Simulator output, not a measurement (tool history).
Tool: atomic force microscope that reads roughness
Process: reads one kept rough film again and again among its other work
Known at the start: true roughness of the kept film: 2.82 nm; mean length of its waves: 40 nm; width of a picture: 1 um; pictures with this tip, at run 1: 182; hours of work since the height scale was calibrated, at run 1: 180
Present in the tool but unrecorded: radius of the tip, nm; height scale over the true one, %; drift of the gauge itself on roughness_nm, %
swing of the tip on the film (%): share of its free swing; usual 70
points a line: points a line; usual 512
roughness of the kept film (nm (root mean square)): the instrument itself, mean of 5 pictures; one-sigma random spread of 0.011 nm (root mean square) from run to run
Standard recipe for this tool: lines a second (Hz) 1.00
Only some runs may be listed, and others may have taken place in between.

run,hour,lines a second (Hz),swing of the tip on the film (%),points a line,pictures with this tip,hours of work since the height scale was calibrated,roughness of the kept film (nm (root mean square))
1,0.0,1.00,70,512,182,180,2.614
2,7.3,1.00,70,512,194,186,2.574
3,19.0,1.00,70,512,213,194,2.588
4,34.6,1.00,77,512,239,205,2.567
5,44.4,1.00,77,512,255,212,2.565
6,57.6,1.00,70,512,277,222,2.578
7,70.0,1.00,70,512,298,231,2.556
8,81.8,1.00,70,512,318,240,2.568
# hour 95.9: new tip fitted
9,95.9,1.00,70,960,0,249,2.681
10,103.5,1.00,70,960,13,255,2.677
11,117.4,1.00,70,960,36,265,2.654
12,132.6,1.00,70,960,61,276,2.661
13,144.7,1.00,70,960,81,285,2.647
14,152.6,1.00,70,512,94,291,2.630
15,162.8,1.00,70,512,111,298,2.627
16,177.5,1.00,70,512,136,309,2.611
17,186.6,1.00,70,512,151,315,2.607
18,197.4,1.00,70,512,169,323,2.600
19,206.7,1.00,70,425,184,330,2.590
20,218.6,1.00,70,425,204,338,2.590

Expected results for the next run?
21,232.7,0.68,73,738,227,349,?

roughness of the kept film (nm (root mean square)): 2.592
On a tool with no hidden condition, and with the same random variation, this run would have come out at roughness of the kept film (nm (root mean square)) 2.693.
